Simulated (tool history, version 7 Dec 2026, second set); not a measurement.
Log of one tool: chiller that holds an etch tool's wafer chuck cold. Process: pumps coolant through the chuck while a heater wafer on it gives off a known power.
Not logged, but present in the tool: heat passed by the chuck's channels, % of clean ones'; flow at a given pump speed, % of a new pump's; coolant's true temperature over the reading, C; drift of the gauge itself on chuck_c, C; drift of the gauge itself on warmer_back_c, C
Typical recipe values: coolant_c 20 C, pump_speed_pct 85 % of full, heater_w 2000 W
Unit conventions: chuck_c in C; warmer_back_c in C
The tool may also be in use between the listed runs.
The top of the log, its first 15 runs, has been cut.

run,hour,coolant_c,pump_speed_pct,heater_w,hours since the coolant was changed and the channels were flushed,hours since the pump was overhauled,hours since the chiller's thermometer was calibrated,chuck_c,warmer_back_c
16,1653.4,20,85,2000,875,160,2710,35.0,7.85
17,1753.1,20,85,2000,975,260,2810,34.8,7.85
18,1850.4,11,88,2000,1072,357,2907,25.5,7.61
19,1953.5,28,79,1497,1175,460,3010,40.0,6.52
20,2029.5,28,95,1344,1251,536,3086,36.9,4.76
21,2092.3,28,95,2218,1314,599,3149,43.5,7.90
# hour 2109.3: coolant pump overhauled, once more
22,2232.7,28,95,2218,1449,123,3285,41.7,6.65
23,2349.8,22,79,1890,1566,241,3402,35.6,7.06
24,2450.0,20,68,2218,1666,341,3502,38.4,9.78
25,2567.0,16,85,2022,1783,458,3619,29.8,7.00
26,2698.0,22,91,2000,1914,589,3750,34.9,6.40
27,2780.6,22,91,2000,1997,671,3832,35.0,6.47
28,2872.6,17,63,2000,2089,763,3924,34.9,9.83
29,3024.5,12,82,2000,2241,915,4076,26.4,7.31
30,3104.7,18,73,2000,2321,995,4156,33.8,8.44
31,3180.5,11,85,1624,2397,1071,4232,22.3,5.81
# hour 3297.5: chiller's thermometer calibrated
32,3298.2,11,85,1624,2514,1188,1,23.3,5.79
33,3403.7,10,85,1848,2619,1293,106,24.0,6.69

What if the next run were any one of these 3? Each begins from the tool's condition after run 33:
A,3517.2,19,85,2000,2733,1407,220,?,?
B,3517.2,29,75,1247,2733,1407,220,?,?
C,3517.2,18,85,1848,2733,1407,220,?,?

run,chuck_c,warmer_back_c
A,34.3,7.27
B,39.5,5.19
C,32.0,6.66
With the hidden condition removed and each run's random variation left untouched, the same runs would have given:
run,chuck_c,warmer_back_c
A,32.7,6.86
B,38.4,4.90
C,30.5,6.29
